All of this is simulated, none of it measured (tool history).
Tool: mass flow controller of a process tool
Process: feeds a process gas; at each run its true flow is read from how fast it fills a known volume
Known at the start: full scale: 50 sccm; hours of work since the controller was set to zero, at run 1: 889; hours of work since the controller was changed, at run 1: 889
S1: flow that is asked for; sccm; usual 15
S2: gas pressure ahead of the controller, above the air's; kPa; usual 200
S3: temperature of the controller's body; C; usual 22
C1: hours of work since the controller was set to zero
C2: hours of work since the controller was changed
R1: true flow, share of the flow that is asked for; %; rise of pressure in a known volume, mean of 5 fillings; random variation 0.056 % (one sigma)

run,hour,S1,S2,S3,C1,C2,R1
1,0,15,200,22,889,889,97.31
2,98.3,15,200,22,943,943,97.47
3,176.1,15,200,34,986,986,99.09
4,218.9,15,200,34,1010,1010,99.13
5,270.6,15,200,34,1039,1039,99.32
6,325.1,15,267,22,1069,1069,97.73
7,373,15,267,22,1096,1096,97.81
8,457.3,15,267,22,1142,1142,97.88
9,526.1,15,200,22,1180,1180,98.32
10,598.7,15,200,22,1221,1221,98.23
11,694.4,15,200,30,1274,1274,99.46
12,759,15,200,22,1309,1309,98.62
13,850,15,200,22,1360,1360,98.71
14,940.5,15,200,22,1410,1410,98.93
15,995.9,15,166,22,1441,1441,99.08
16,1071.8,25,174,22,1483,1483,99.88
17,1124.6,21,200,24,1512,1512,99.88
18,1187.1,21,200,24,1547,1547,100.04
19,1285.1,6,203,32,1601,1601,100.06
20,1381.9,6,203,32,1655,1655,100.2
21,1473.6,21,194,31,1706,1706,101.33
22,1516.7,8,161,22,1729,1729,99.5
23,1588.2,14,161,30,1769,1769,100.96
24,1664,36,179,20,1811,1811,101.31
25,1704.7,36,179,20,1834,1834,101.32
# hour 1712.4: gauge calibrated
26,1744.9,7,179,20,1856,1856,96.69

The next listed run, before its measurement:
27,1810.3,7,179,20,1892,1892,?

R1: 96.9 %
Without the tool's hidden state the same run would have given R1 96.75 %.
